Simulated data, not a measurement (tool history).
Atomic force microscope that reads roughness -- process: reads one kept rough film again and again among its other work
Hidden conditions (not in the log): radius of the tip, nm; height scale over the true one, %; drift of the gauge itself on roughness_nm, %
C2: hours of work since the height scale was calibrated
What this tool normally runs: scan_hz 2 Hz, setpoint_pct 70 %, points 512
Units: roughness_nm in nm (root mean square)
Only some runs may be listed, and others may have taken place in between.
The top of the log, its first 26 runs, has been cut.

{"run": 27, "hour": 1373.3, "scan_hz": 2.03, "setpoint_pct": 83, "points": 414, "pictures with this tip": 123, "C2": 666, "roughness_nm": 2.143}
{"hour": 1380.3, "done": "new tip fitted"}
{"run": 28, "hour": 1432.7, "scan_hz": 0.55, "setpoint_pct": 89, "points": 293, "pictures with this tip": 44, "C2": 692, "roughness_nm": 2.957}
{"hour": 1438.4, "done": "height scale calibrated on a step standard"}
{"run": 29, "hour": 1495.8, "scan_hz": 0.71, "setpoint_pct": 63, "points": 349, "pictures with this tip": 96, "C2": 26, "roughness_nm": 2.676}
{"hour": 1537.7, "done": "new tip fitted"}
{"run": 30, "hour": 1544.7, "scan_hz": 0.81, "setpoint_pct": 59, "points": 988, "pictures with this tip": 6, "C2": 47, "roughness_nm": 3.552}
{"hour": 1555.0, "done": "height scale calibrated on a step standard, once more"}
{"run": 31, "hour": 1578.6, "scan_hz": 2.57, "setpoint_pct": 62, "points": 309, "pictures with this tip": 34, "C2": 10, "roughness_nm": 2.94}
{"run": 32, "hour": 1639.5, "scan_hz": 0.52, "setpoint_pct": 85, "points": 779, "pictures with this tip": 84, "C2": 38, "roughness_nm": 2.636}
{"hour": 1692.8, "done": "new tip fitted"}
{"run": 33, "hour": 1695.1, "scan_hz": 0.55, "setpoint_pct": 71, "points": 1017, "pictures with this tip": 2, "C2": 62, "roughness_nm": 3.542}
{"run": 34, "hour": 1752.1, "scan_hz": 0.55, "setpoint_pct": 71, "points": 1017, "pictures with this tip": 50, "C2": 88, "roughness_nm": 3.023}
{"run": 35, "hour": 1787.0, "scan_hz": 0.55, "setpoint_pct": 85, "points": 440, "pictures with this tip": 79, "C2": 103, "roughness_nm": 2.694}
{"hour": 1847.6, "done": "new tip fitted"}
{"run": 36, "hour": 1856.5, "scan_hz": 0.55, "setpoint_pct": 85, "points": 440, "pictures with this tip": 7, "C2": 134, "roughness_nm": 3.357}
{"run": 37, "hour": 1918.9, "scan_hz": 1.05, "setpoint_pct": 62, "points": 405, "pictures with this tip": 59, "C2": 162, "roughness_nm": 2.936}
{"run": 38, "hour": 1957.9, "scan_hz": 1.05, "setpoint_pct": 62, "points": 405, "pictures with this tip": 92, "C2": 179, "roughness_nm": 2.721}
{"run": 39, "hour": 1993.1, "scan_hz": 0.9, "setpoint_pct": 80, "points": 559, "pictures with this tip": 121, "C2": 195, "roughness_nm": 2.417}
{"hour": 2001.6, "done": "new tip fitted"}
{"run": 40, "hour": 2032.3, "scan_hz": 0.9, "setpoint_pct": 80, "points": 559, "pictures with this tip": 25, "C2": 212, "roughness_nm": 3.131}
{"run": 41, "hour": 2090.8, "scan_hz": 3.26, "setpoint_pct": 60, "points": 1014, "pictures with this tip": 74, "C2": 238, "roughness_nm": 2.691}
{"hour": 2155.7, "done": "new tip fitted"}
{"run": 42, "hour": 2155.7, "scan_hz": 2.44, "setpoint_pct": 88, "points": 364, "pictures with this tip": 0, "C2": 267, "roughness_nm": 2.769}
{"run": 43, "hour": 2207.0, "scan_hz": 2.44, "setpoint_pct": 88, "points": 364, "pictures with this tip": 42, "C2": 289, "roughness_nm": 2.398}
{"run": 44, "hour": 2253.0, "scan_hz": 1.69, "setpoint_pct": 65, "points": 633, "pictures with this tip": 81, "C2": 310, "roughness_nm": 2.705}
{"run": 45, "hour": 2298.9, "scan_hz": 1.42, "setpoint_pct": 70, "points": 510, "pictures with this tip": 119, "C2": 330, "roughness_nm": 2.445}
{"hour": 2312.5, "done": "new tip fitted"}
{"run": 46, "hour": 2328.2, "scan_hz": 2, "setpoint_pct": 70, "points": 580, "pictures with this tip": 13, "C2": 343, "roughness_nm": 3.186}
{"run": 47, "hour": 2395.5, "scan_hz": 2, "setpoint_pct": 70, "points": 336, "pictures with this tip": 69, "C2": 373, "roughness_nm": 2.68}

3 options for the next run, each taken on its own from the tool as it stands now. Forecast them:
{"run": "A", "hour": 2434.9, "scan_hz": 1.95, "setpoint_pct": 57, "points": 619, "pictures with this tip": 102, "C2": 391, "roughness_nm": "?"}
{"run": "B", "hour": 2434.9, "scan_hz": 3.64, "setpoint_pct": 70, "points": 336, "pictures with this tip": 102, "C2": 391, "roughness_nm": "?"}
{"run": "C", "hour": 2434.9, "scan_hz": 1.49, "setpoint_pct": 70, "points": 336, "pictures with this tip": 102, "C2": 391, "roughness_nm": "?"}

run=A roughness_nm=2.647
run=B roughness_nm=2.289
run=C roughness_nm=2.5
With the hidden condition removed and each run's random variation left untouched, the same runs would have given:
run=A roughness_nm=3.562
run=B roughness_nm=3.081
run=C roughness_nm=3.367
